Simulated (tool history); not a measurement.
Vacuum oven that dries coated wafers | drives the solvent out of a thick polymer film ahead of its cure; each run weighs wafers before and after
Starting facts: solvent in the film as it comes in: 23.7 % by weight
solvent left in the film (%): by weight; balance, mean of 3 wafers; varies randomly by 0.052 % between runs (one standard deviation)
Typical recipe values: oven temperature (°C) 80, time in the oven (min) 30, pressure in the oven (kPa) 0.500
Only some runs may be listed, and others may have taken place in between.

run   hour  oven temperature (°C)  time in the oven (min)  pressure in the oven (kPa)  solvent left in the film (%)
  1    0.0                     80                      30                       0.500                          1.33
  2   10.9                     80                      30                       0.500                          1.22
  3   22.0                     80                      30                       0.500                          1.36
  4   29.2                     80                      30                       0.500                          1.33
  5   39.9                     80                      30                       0.500                          1.34
  6   50.0                     80                      30                       0.500                          1.41
  7   62.1                     80                      30                       0.500                          1.30
  8   69.8                     80                      17                       0.500                          3.90
  9   78.4                     80                      25                       0.500                          2.03
 10   92.1                     82                      30                       0.500                          0.96
 11   99.0                     82                      30                       0.500                          0.97
 12  106.0                     82                      30                       1.620                          1.59
 13  120.0                     89                      30                       0.337                          0.22
 14  129.8                     89                      30                       0.337                          0.24
 15  139.3                     89                      30                       0.337                          0.16
 16  153.1                     65                      30                       0.337                          7.19
 17  160.7                     78                      25                       0.647                          2.79
 18  169.8                     89                      30                       0.500                          0.32
 19  181.0                     89                      30                       0.500                          0.33

For run 20, what comes out?
 20  192.3                     74                      19                       0.500                             ?

{"run 20": {"solvent left in the film (%)": 5.95}}
Had the tool carried no hidden state, the very same run would have given solvent left in the film (%) 6.76.
